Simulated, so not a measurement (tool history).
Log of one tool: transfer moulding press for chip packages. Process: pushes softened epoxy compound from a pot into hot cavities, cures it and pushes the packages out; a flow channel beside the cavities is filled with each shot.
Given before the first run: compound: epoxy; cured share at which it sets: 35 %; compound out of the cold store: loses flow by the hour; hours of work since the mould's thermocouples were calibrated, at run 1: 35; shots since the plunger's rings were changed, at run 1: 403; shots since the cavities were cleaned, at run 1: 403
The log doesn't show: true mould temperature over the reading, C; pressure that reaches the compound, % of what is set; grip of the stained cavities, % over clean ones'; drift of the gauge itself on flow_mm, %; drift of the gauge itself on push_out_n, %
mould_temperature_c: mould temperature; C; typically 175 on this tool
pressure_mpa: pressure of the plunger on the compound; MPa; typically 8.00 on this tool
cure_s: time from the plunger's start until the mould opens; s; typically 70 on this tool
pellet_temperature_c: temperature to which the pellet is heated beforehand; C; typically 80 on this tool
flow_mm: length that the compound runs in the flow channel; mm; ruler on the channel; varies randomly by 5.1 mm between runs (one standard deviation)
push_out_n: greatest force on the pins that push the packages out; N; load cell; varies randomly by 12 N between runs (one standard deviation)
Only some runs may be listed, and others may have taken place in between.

run,hour,mould_temperature_c,pressure_mpa,cure_s,pellet_temperature_c,hours of work since the mould's thermocouples were calibrated,shots since the plunger's rings were changed,shots since the cavities were cleaned,incoming compound's hours out of the cold store,flow_mm,push_out_n
1,0.0,175,8.00,70,80,35,403,403,19.1,648,781
2,18.4,179,8.00,70,80,44,646,646,8.3,676,685
3,31.8,175,8.00,70,80,51,824,824,36.5,598,843
# hour 35.1: cavities cleaned with cleaning compound and waxed
4,49.9,175,8.00,70,80,59,1044,196,43.1,581,660
5,60.4,175,8.00,70,80,64,1183,335,45.6,566,693
6,70.5,175,8.00,70,80,69,1317,469,26.3,610,774
7,81.7,175,8.00,70,80,75,1465,617,43.7,566,753
8,91.3,181,8.00,70,80,79,1592,744,28.6,598,651
# hour 100.4: cavities cleaned with cleaning compound and waxed
9,112.0,175,8.00,70,82,89,1846,152,37.2,581,644
10,122.4,175,8.00,70,80,94,1984,290,39.4,577,714
11,130.4,175,8.00,70,80,98,2091,397,24.4,611,751
12,144.1,175,8.00,70,80,104,2272,578,33.7,586,816
13,152.7,175,6.87,70,80,109,2386,692,38.7,529,764
# hour 166.0: cavities cleaned with cleaning compound and waxed
14,170.2,175,6.87,70,80,116,2598,56,8.4,610,647

Forecast run 15:
15,188.4,175,8.02,55,84,125,2838,296,23.8,?,?

Logged for run 15: flow_mm 605 mm, push_out_n 1231 N.
The same run, on a tool lacking any hidden state, would have yielded flow_mm 637 mm, push_out_n 906 N.

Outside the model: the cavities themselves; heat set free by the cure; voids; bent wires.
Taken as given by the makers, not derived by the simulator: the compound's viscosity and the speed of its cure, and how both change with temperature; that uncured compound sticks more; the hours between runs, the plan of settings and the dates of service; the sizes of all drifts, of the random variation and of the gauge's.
